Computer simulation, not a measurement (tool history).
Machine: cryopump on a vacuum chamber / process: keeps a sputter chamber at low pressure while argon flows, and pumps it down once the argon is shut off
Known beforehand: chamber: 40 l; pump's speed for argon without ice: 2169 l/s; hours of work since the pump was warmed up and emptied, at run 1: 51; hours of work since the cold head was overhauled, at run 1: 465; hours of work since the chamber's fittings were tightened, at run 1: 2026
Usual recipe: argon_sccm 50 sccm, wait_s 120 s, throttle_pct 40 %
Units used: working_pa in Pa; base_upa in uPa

run,day,argon_sccm,wait_s,throttle_pct,hours of work since the pump was warmed up and emptied,hours of work since the cold head was overhauled,hours of work since the chamber's fittings were tightened,working_pa,base_upa
1,0.000,50,120,40,51,465,2026,0.0990,1.24
2,0.779,50,120,40,67,481,2041,0.0999,1.24
3,1.446,50,120,40,80,494,2054,0.1001,1.28
4,1.996,50,120,40,91,505,2065,0.1009,1.23
5,2.896,50,120,40,109,523,2083,0.1002,1.28
6,3.842,50,120,40,128,542,2102,0.1017,1.29
7,4.600,50,120,40,143,557,2117,0.1027,1.31
8,5.500,50,120,40,160,575,2135,0.1037,1.35
9,6.262,50,120,40,176,590,2150,0.1036,1.35
# day 6.858: leaking fittings of the chamber tightened, without venting
10,6.975,50,120,40,188,602,2,0.1040,0.50
11,7.617,42,120,40,201,615,15,0.0875,0.54
12,8.688,42,120,40,222,636,36,0.0884,0.50
13,9.554,50,120,40,239,654,54,0.1058,0.50
14,10.167,50,120,40,252,666,66,0.1063,0.59
15,11.042,50,120,40,269,683,83,0.1072,0.56
16,11.838,50,120,40,285,699,99,0.1073,0.59
17,12.812,50,24,40,304,718,118,0.1075,1.98
18,13.933,21,24,40,326,741,141,0.0466,1.96
19,14.671,31,138,21,341,755,155,0.1229,0.54
20,15.508,31,42,53,358,772,172,0.0533,1.25
21,16.108,31,42,53,370,784,184,0.0548,1.25
22,17.067,27,42,19,389,803,203,0.1180,1.26
# day 17.867: pump warmed up, emptied and cooled again
23,17.946,21,45,32,2,816,216,0.0515,1.12
24,19.158,96,34,31,26,840,240,0.2444,1.50
25,19.929,96,34,31,41,856,256,0.2444,1.46
26,20.721,69,64,27,57,872,272,0.2015,0.87
27,21.525,62,31,40,73,888,287,0.1244,1.64
28,22.238,62,31,40,87,902,302,0.1255,1.61
29,22.879,48,43,37,100,915,314,0.1052,1.27
30,23.833,48,43,37,119,933,333,0.1061,1.23
31,24.383,48,43,37,130,944,344,0.1050,1.26
32,25.450,48,43,37,151,966,366,0.1063,1.27
33,26.433,48,208,37,170,985,385,0.1069,0.49
34,27.600,32,62,16,194,1008,408,0.1597,1.00
35,28.688,32,62,16,215,1030,430,0.1602,0.98

3 options for the next run, each taken on its own from the tool as it stands now. Forecast them:
A,29.888,65,30,21,239,1054,454,?,?
B,29.888,89,27,44,239,1054,454,?,?
C,29.888,50,21,38,239,1054,454,?,?

run,working_pa,base_upa
A,0.2518,1.74
B,0.1728,1.87
C,0.1101,2.36
With the hidden condition removed and each run's random variation left untouched, the same runs would have given:
run,working_pa,base_upa
A,0.2411,1.52
B,0.1581,1.66
C,0.1019,2.14

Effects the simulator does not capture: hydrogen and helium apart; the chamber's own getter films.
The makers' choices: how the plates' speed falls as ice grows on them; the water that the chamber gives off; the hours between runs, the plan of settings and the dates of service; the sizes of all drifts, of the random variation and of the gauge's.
